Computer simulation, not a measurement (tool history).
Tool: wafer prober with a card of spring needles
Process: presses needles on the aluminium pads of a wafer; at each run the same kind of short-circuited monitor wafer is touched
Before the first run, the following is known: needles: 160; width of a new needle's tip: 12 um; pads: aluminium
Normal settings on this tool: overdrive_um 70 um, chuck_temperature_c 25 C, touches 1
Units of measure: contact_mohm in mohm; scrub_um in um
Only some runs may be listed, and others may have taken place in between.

run,hour,overdrive_um,chuck_temperature_c,touches,contact_mohm,scrub_um
1,0,70,25,1,131,12.39
# hour 11: tips cleaned on abrasive film
# hour 29.1: tips cleaned on abrasive film
# hour 46.5: tips cleaned on abrasive film
2,50.3,70,25,1,130,12.23
# hour 61.3: tips cleaned on abrasive film
# hour 78.7: tips cleaned on abrasive film
# hour 96.9: tips cleaned on abrasive film
# hour 113.1: tips cleaned on abrasive film
3,113.1,70,25,1,133,12.35
# hour 127.7: tips cleaned on abrasive film
# hour 145.7: tips cleaned on abrasive film
4,157.7,70,25,1,130,12.21
# hour 161.4: tips cleaned on abrasive film
# hour 179.6: tips cleaned on abrasive film
# hour 197.7: tips cleaned on abrasive film
5,198.1,70,97,1,142,12.5
# hour 212.6: tips cleaned on abrasive film
# hour 230.8: tips cleaned on abrasive film
6,243.4,70,25,2,131,12.32
# hour 247.1: tips cleaned on abrasive film
# hour 265.1: tips cleaned on abrasive film
# hour 279.7: tips cleaned on abrasive film
# hour 297.4: tips cleaned on abrasive film
7,304.8,70,25,2,132,12.4
# hour 315.5: tips cleaned on abrasive film
# hour 333.4: tips cleaned on abrasive film
# hour 351.6: tips cleaned on abrasive film
# hour 369.8: tips cleaned on abrasive film
8,376.2,70,25,1,130,12.02
# hour 386.7: tips cleaned on abrasive film
# hour 404.9: tips cleaned on abrasive film
9,417.7,70,25,1,131,12.52
# hour 421.5: tips cleaned on abrasive film
# hour 439.7: tips cleaned on abrasive film
# hour 457.2: tips cleaned on abrasive film
10,468.7,70,25,1,131,12.47
# hour 472.4: tips cleaned on abrasive film
# hour 490.6: tips cleaned on abrasive film
# hour 508.8: tips cleaned on abrasive film
11,516.6,82,25,1,129,14.3
# hour 524: tips cleaned on abrasive film
# hour 538.7: height of the first contact set anew
# hour 542.5: tips cleaned on abrasive film
12,556,82,25,1,128,14.53
# hour 559.7: tips cleaned on abrasive film
# hour 577.6: tips cleaned on abrasive film
13,590.1,82,25,1,129,14.61
# hour 593.8: tips cleaned on abrasive film
# hour 608.4: tips cleaned on abrasive film
# hour 626.6: tips cleaned on abrasive film
# hour 644.8: tips cleaned on abrasive film
14,657.4,82,25,1,130,14.67
# hour 661.1: tips cleaned on abrasive film
# hour 679.3: tips cleaned on abrasive film
# hour 697.5: tips cleaned on abrasive film
# hour 715.3: tips cleaned on abrasive film
15,723.8,57,67,2,141,10.11
# hour 731.2: tips cleaned on abrasive film
# hour 749.4: tips cleaned on abrasive film
# hour 767.6: tips cleaned on abrasive film
16,780.5,52,25,2,134,8.96
# hour 784.2: tips cleaned on abrasive film
# hour 802.4: tips cleaned on abrasive film
# hour 820.4: tips cleaned on abrasive film
# hour 838.5: tips cleaned on abrasive film
17,848.7,68,33,3,133,12.2
# hour 855.6: tips cleaned on abrasive film
# hour 873.4: tips cleaned on abrasive film
# hour 891: tips cleaned on abrasive film
18,898.5,67,25,1,133,11.81
# hour 905.8: tips cleaned on abrasive film
# hour 920.4: tips cleaned on abrasive film
# hour 938.6: tips cleaned on abrasive film
# hour 955.7: tips cleaned on abrasive film
19,970,56,25,1,137,9.9
# hour 973.7: tips cleaned on abrasive film
# hour 991.4: tips cleaned on abrasive film
# hour 1009.6: tips cleaned on abrasive film
# hour 1027.7: tips cleaned on abrasive film
20,1030.6,70,101,2,144,12.55
# hour 1045.2: tips cleaned on abrasive film
# hour 1063.1: tips cleaned on abrasive film
21,1064.2,70,101,2,142,12.61
# hour 1078.8: tips cleaned on abrasive film
# hour 1093.4: tips cleaned on abrasive film
# hour 1111: tips cleaned on abrasive film
# hour 1129.2: tips cleaned on abrasive film
22,1129.5,66,25,1,132,11.89
# hour 1144.1: tips cleaned on abrasive film
# hour 1162.1: tips cleaned on abrasive film
# hour 1176.7: tips cleaned on abrasive film
# hour 1194.1: tips cleaned on abrasive film
23,1197.6,74,57,1,135,12.97
# hour 1212.2: tips cleaned on abrasive film
# hour 1230.4: tips cleaned on abrasive film
# hour 1248.6: tips cleaned on abrasive film
# hour 1266.8: tips cleaned on abrasive film
24,1272.2,74,57,1,135,12.92
# hour 1282.9: tips cleaned on abrasive film
# hour 1300.7: tips cleaned on abrasive film
# hour 1318.9: tips cleaned on abrasive film
25,1331,76,25,2,130,13.26
# hour 1334.7: tips cleaned on abrasive film
# hour 1352.8: tips cleaned on abrasive film
# hour 1367.1: height of the first contact set anew
# hour 1370.9: tips cleaned on abrasive film
# hour 1388.7: tips cleaned on abrasive film
# hour 1405.5: tips cleaned on abrasive film
26,1405.5,52,41,1,137,9.4
# hour 1422.9: tips cleaned on abrasive film
27,1436.5,85,66,1,136,14.73

Below are 4 alternative next runs, each starting from the tool's condition after run 27. Predict each:
# hour 1439: tips cleaned on abrasive film
# hour 1457: tips cleaned on abrasive film
# hour 1475.1: tips cleaned on abrasive film
# hour 1493: tips cleaned on abrasive film
A,1500.9,52,66,1,?,?
# hour 1439: tips cleaned on abrasive film
# hour 1457: tips cleaned on abrasive film
# hour 1475.1: tips cleaned on abrasive film
# hour 1493: tips cleaned on abrasive film
B,1500.9,70,78,1,?,?
# hour 1439: tips cleaned on abrasive film
# hour 1457: tips cleaned on abrasive film
# hour 1475.1: tips cleaned on abrasive film
# hour 1493: tips cleaned on abrasive film
C,1500.9,85,66,2,?,?
# hour 1439: tips cleaned on abrasive film
# hour 1457: tips cleaned on abrasive film
# hour 1475.1: tips cleaned on abrasive film
# hour 1493: tips cleaned on abrasive film
D,1500.9,85,105,1,?,?

run,contact_mohm,scrub_um
A,141,9.27
B,138,12.1
C,135,14.93
D,140,15.32
What these runs would have given with no unlogged condition in the tool:
run,contact_mohm,scrub_um
A,140,9.27
B,138,12.1
C,134,14.93
D,140,15.33

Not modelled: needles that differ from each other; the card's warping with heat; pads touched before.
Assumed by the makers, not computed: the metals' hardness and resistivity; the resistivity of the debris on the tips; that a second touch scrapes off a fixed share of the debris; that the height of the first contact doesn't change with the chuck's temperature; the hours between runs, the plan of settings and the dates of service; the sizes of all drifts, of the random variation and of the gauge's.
